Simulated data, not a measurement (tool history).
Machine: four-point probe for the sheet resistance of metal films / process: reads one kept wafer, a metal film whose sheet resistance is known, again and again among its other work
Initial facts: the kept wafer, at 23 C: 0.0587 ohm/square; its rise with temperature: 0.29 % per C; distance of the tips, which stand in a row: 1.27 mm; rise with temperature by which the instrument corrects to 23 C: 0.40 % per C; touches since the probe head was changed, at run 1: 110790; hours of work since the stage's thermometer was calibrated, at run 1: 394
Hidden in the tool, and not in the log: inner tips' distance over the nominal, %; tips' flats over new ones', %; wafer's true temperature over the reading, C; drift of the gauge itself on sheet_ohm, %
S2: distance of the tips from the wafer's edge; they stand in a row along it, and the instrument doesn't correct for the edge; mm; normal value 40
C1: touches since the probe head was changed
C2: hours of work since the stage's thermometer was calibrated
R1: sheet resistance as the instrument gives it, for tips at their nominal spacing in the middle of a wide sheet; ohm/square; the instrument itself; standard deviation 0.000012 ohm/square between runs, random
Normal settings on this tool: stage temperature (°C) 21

Run 1, hour 0.0: usual settings; C1 110790; C2 394. Result: R1 0.058860 ohm/square.
Run 2, hour 52.9: usual settings; C1 112218; C2 422. Result: R1 0.058859 ohm/square.
Run 3, hour 108.9: usual settings; C1 113726; C2 452. Result: R1 0.058891 ohm/square.
Run 4, hour 221.8: usual settings; C1 116772; C2 513. Result: R1 0.058850 ohm/square.
Run 5, hour 311.7: usual settings; C1 119197; C2 561. Result: R1 0.058840 ohm/square.
Run 6, hour 396.9: usual settings; C1 121497; C2 607. Result: R1 0.058850 ohm/square.
Run 7, hour 454.1: usual settings; C1 123037; C2 638. Result: R1 0.058841 ohm/square.
At hour 460.3: stage's thermometer calibrated.
Run 8, hour 572.1: usual settings but S2 14 mm; C1 126208; C2 60. Result: R1 0.059096 ohm/square.
Run 9, hour 651.2: usual settings but S2 14 mm; C1 128341; C2 103. Result: R1 0.059095 ohm/square.
Run 10, hour 739.6: usual settings but S2 70 mm; C1 130725; C2 150. Result: R1 0.058820 ohm/square.
Run 11, hour 795.6: usual settings but stage temperature (°C) 24, S2 29 mm; C1 132236; C2 180. Result: R1 0.058652 ohm/square.
At hour 875.6: stage's thermometer calibrated, once more.
Run 12, hour 895.3: usual settings but stage temperature (°C) 29, S2 5 mm; C1 134912; C2 11. Result: R1 0.060196 ohm/square.
Run 13, hour 948.7: usual settings but stage temperature (°C) 20, S2 51 mm; C1 136352; C2 39. Result: R1 0.058853 ohm/square.
Run 14, hour 1003.7: usual settings but stage temperature (°C) 20, S2 51 mm; C1 137834; C2 69. Result: R1 0.058861 ohm/square.
Run 15, hour 1080.3: usual settings but stage temperature (°C) 23, S2 15 mm; C1 139901; C2 110. Result: R1 0.058858 ohm/square.
Run 16, hour 1175.6: usual settings but stage temperature (°C) 22, S2 15 mm; C1 142472; C2 161. Result: R1 0.058916 ohm/square.

Hidden state or all else? Some run-to-run changes of R1, split into what the settings, what came in and random variation would give without the hidden state, and what is left for the hidden state (with any gauge scatter that isn't in both results):
Run 11 -> 12: stage temperature (°C) 24 -> 29, S2 29 -> 5, stage's thermometer calibrated, once more. R1 +0.001544 ohm/square: hidden state -0.000035, all else +0.001579.
